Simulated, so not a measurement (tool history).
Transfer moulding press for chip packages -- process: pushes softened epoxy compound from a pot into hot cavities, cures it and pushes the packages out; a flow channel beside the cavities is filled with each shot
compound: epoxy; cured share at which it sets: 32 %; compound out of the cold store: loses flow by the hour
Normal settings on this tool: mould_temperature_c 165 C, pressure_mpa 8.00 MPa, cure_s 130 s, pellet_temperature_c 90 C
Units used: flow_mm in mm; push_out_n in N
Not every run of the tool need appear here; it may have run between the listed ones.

run   hour  mould_temperature_c  pressure_mpa  cure_s  pellet_temperature_c  incoming compound's hours out of the cold store  flow_mm  push_out_n
  1    0.0                  165          8.00     130                    90                                             44.5      839         600
      22.7  -- plunger's sealing rings changed
  2   56.9                  165          8.00     130                    90                                             23.8      941         696
      68.2  -- mould's thermocouples calibrated
      89.4  -- cavities cleaned with cleaning compound and waxed
  3  110.6                  165          8.00     130                    90                                             34.1      916         526
  4  147.2                  165          8.00     130                    90                                             23.5      926         667
  5  178.5                  165          9.73     130                    90                                             36.6      990         747
  6  216.0                  165          8.00     130                    83                                             13.1      948         765
     219.9  -- cavities cleaned with cleaning compound and waxed
  7  262.4                  165          8.00     130                    90                                             38.0      890         606
  8  299.2                  165          7.80     130                    90                                             23.5      894         697
  9  328.3                  165          7.80     130                    90                                             33.6      873         734
     350.8  -- cavities cleaned with cleaning compound and waxed
 10  365.2                  170          8.00     130                    90                                              8.4      905         408
 11  395.6                  167          8.00     158                    90                                             35.3      867         518
 12  438.4                  167          7.64     157                    83                                              8.3      896         628
     449.1  -- plunger's sealing rings changed
     484.5  -- cavities cleaned with cleaning compound and waxed
 13  498.6                  159          7.88     143                    87                                             47.2      911         615

A few steps of flow_mm between consecutive runs. Split each: what settings, incoming material and random variation would produce without the hidden state, and what is left over for the hidden state, along with gauge scatter present in only one of the two compared results (measured, and without hidden state):
The tool's hidden condition here consists of: true mould temperature over the reading, C; pressure that reaches the compound, % of what is set; grip of the stained cavities, % over clean ones'; drift of the gauge itself on flow_mm, %; drift of the gauge itself on push_out_n, %.
Run 1 -> 2: plunger's sealing rings changed. flow_mm +102 mm: hidden state +52, all else +50.

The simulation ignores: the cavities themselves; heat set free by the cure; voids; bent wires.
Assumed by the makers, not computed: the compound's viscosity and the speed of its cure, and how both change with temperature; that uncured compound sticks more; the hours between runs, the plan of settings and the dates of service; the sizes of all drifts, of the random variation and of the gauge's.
